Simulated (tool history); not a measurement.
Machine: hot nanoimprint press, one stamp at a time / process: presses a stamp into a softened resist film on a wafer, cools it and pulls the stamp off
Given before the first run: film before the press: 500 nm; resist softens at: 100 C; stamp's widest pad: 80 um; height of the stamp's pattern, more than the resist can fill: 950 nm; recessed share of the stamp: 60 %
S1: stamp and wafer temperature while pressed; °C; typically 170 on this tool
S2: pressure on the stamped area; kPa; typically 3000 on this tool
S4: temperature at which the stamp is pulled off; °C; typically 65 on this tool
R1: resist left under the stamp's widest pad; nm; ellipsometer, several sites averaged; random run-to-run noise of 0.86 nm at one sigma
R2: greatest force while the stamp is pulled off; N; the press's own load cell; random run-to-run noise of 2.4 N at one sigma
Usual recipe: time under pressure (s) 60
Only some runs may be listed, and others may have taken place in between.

run 1 hour=0 | S1=170 S2=3000 time_under_pressure_(s)=60 S4=65 | R1=299.3 R2=119
run 2 hour=13.7 | S1=170 S2=3000 time_under_pressure_(s)=60 S4=65 | R1=300.4 R2=126
run 3 hour=29.1 | S1=170 S2=3000 time_under_pressure_(s)=60 S4=72 | R1=300.7 R2=97
run 4 hour=43.1 | S1=170 S2=3000 time_under_pressure_(s)=60 S4=72 | R1=300.4 R2=101
run 5 hour=57 | S1=170 S2=3000 time_under_pressure_(s)=60 S4=72 | R1=299.2 R2=101
run 6 hour=72.8 | S1=170 S2=3000 time_under_pressure_(s)=60 S4=60 | R1=299.8 R2=160
run 7 hour=85.5 | S1=170 S2=3000 time_under_pressure_(s)=60 S4=65 | R1=301.2 R2=135
run 8 hour=103 | S1=170 S2=3000 time_under_pressure_(s)=60 S4=65 | R1=302.2 R2=140
run 9 hour=122.5 | S1=170 S2=4390 time_under_pressure_(s)=60 S4=65 | R1=266 R2=150
run 10 hour=139.8 | S1=170 S2=4390 time_under_pressure_(s)=60 S4=65 | R1=265 R2=150
run 11 hour=158.1 | S1=170 S2=4390 time_under_pressure_(s)=45 S4=65 | R1=294.1 R2=156
run 12 hour=172 | S1=170 S2=4390 time_under_pressure_(s)=45 S4=65 | R1=292.3 R2=159
run 13 hour=185.4 | S1=170 S2=4390 time_under_pressure_(s)=45 S4=65 | R1=294.8 R2=168
run 14 hour=206.2 | S1=170 S2=4390 time_under_pressure_(s)=45 S4=65 | R1=294.6 R2=160
run 15 hour=222.9 | S1=170 S2=4390 time_under_pressure_(s)=45 S4=65 | R1=294.7 R2=171
run 16 hour=242.2 | S1=170 S2=4390 time_under_pressure_(s)=45 S4=65 | R1=295.6 R2=168
run 17 hour=261 | S1=180 S2=3650 time_under_pressure_(s)=54 S4=70 | R1=190.3 R2=152
run 18 hour=269.5 | S1=180 S2=3650 time_under_pressure_(s)=54 S4=70 | R1=190.5 R2=157
run 19 hour=284.5 | S1=180 S2=3650 time_under_pressure_(s)=54 S4=70 | R1=191.8 R2=162
run 20 hour=299.1 | S1=172 S2=2940 time_under_pressure_(s)=54 S4=60 | R1=294.5 R2=210
run 21 hour=308.3 | S1=180 S2=3000 time_under_pressure_(s)=51 S4=65 | R1=213.8 R2=186
run 22 hour=323.2 | S1=170 S2=2490 time_under_pressure_(s)=58 S4=65 | R1=327.3 R2=191
run 23 hour=333.5 | S1=170 S2=3000 time_under_pressure_(s)=40 S4=56 | R1=345.9 R2=250
-- hour=342.5 stamp cleaned and given a new release coat
run 24 hour=355.4 | S1=170 S2=3000 time_under_pressure_(s)=117 S4=52 | R1=244.7 R2=162
run 25 hour=376.3 | S1=165 S2=2500 time_under_pressure_(s)=60 S4=65 | R1=380.7 R2=120
run 26 hour=394.6 | S1=170 S2=2780 time_under_pressure_(s)=53 S4=65 | R1=326.9 R2=123
run 27 hour=407.2 | S1=170 S2=2780 time_under_pressure_(s)=53 S4=65 | R1=326.8 R2=119
run 28 hour=419.3 | S1=168 S2=2780 time_under_pressure_(s)=104 S4=65 | R1=287.4 R2=131
run 29 hour=428.2 | S1=168 S2=2780 time_under_pressure_(s)=47 S4=65 | R1=360.3 R2=129

Consider 5 possible next runs. They are alternatives, not a sequence: every one starts from the tool as it was left by run 29. What does each give?
run A hour=439.3 | S1=170 S2=3070 time_under_pressure_(s)=60 S4=69 | R1=? R2=?
run B hour=439.3 | S1=179 S2=2480 time_under_pressure_(s)=47 S4=65 | R1=? R2=?
run C hour=439.3 | S1=165 S2=3460 time_under_pressure_(s)=60 S4=65 | R1=? R2=?
run D hour=439.3 | S1=170 S2=2020 time_under_pressure_(s)=60 S4=65 | R1=? R2=?
run E hour=439.3 | S1=168 S2=2780 time_under_pressure_(s)=62 S4=59 | R1=? R2=?

run=A R1=307 R2=117
run=B R1=248.6 R2=135
run=C R1=357.3 R2=132
run=D R1=346.2 R2=136
run=E R1=337.3 R2=153
The same runs, with their run-to-run variation unchanged, on a tool lacking any hidden condition would have given:
run=A R1=295.7 R2=97
run=B R1=239.2 R2=112
run=C R1=346 R2=110
run=D R1=336.4 R2=114
run=E R1=326.4 R2=128
